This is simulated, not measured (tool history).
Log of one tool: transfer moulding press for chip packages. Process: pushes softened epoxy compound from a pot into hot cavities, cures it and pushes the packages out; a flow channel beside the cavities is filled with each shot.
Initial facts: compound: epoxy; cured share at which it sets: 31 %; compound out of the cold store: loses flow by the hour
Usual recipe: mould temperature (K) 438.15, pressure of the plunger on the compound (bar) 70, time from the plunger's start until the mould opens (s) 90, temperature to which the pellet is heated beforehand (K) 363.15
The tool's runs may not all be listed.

| run | day | mould temperature (K) | pressure of the plunger on the compound (bar) | time from the plunger's start until the mould opens (s) | temperature to which the pellet is heated beforehand (K) | incoming compound's hours out of the cold store | length that the compound runs in the flow channel (mm) | greatest force on the pins that push the packages out (N) |
|---|---|---|---|---|---|---|---|---|
| 1 | 0 | 438.15 | 70 | 90 | 363.15 | 39.6 | 738 | 367 |
| 2 | 0.546 | 438.15 | 70 | 90 | 363.15 | 26.1 | 774 | 365 |
| 3 | 1.062 | 438.15 | 70 | 90 | 363.15 | 8.1 | 817 | 378 |
| 4 | 1.388 | 438.15 | 70 | 130 | 363.15 | 17.4 | 794 | 332 |
| 5 | 1.738 | 438.15 | 70 | 90 | 363.15 | 28.2 | 768 | 388 |
| 6 | 2.542 | 438.15 | 70 | 90 | 363.15 | 8.4 | 815 | 380 |
| 7 | 3.112 | 444.15 | 70 | 90 | 363.15 | 12.8 | 776 | 331 |
| 8 | 3.588 | 444.15 | 86.4 | 90 | 363.15 | 35.9 | 801 | 334 |
| 9 | 4.279 | 445.15 | 70 | 91 | 363.15 | 34.1 | 723 | 311 |
| 10 | 4.862 | 444.15 | 60.3 | 73 | 363.15 | 30 | 681 | 372 |
| 11 | 5.171 | 439.15 | 55.1 | 73 | 363.15 | 44.1 | 648 | 484 |

Missing from the log above: 4 entries noted between runs. For each, name the pair of listed runs it sits between and say how the tool's hidden condition differs from the listed run just before to the listed run just after:
In the gap between runs 1 and 2: cavities cleaned with cleaning compound and waxed (day 0.388)
  grip of the stained cavities, % over clean ones': 0.6 -> 0.1
In the gap between runs 5 and 6: plunger's sealing rings changed (day 2.429); cavities cleaned with cleaning compound and waxed (day 2.533)
  pressure that reaches the compound, % of what is set: 99.89 -> 99.99; grip of the stained cavities, % over clean ones': 0.5 -> 0
In the gap between runs 9 and 10: cavities cleaned with cleaning compound and waxed (day 4.575)
  grip of the stained cavities, % over clean ones': 0.6 -> 0.2
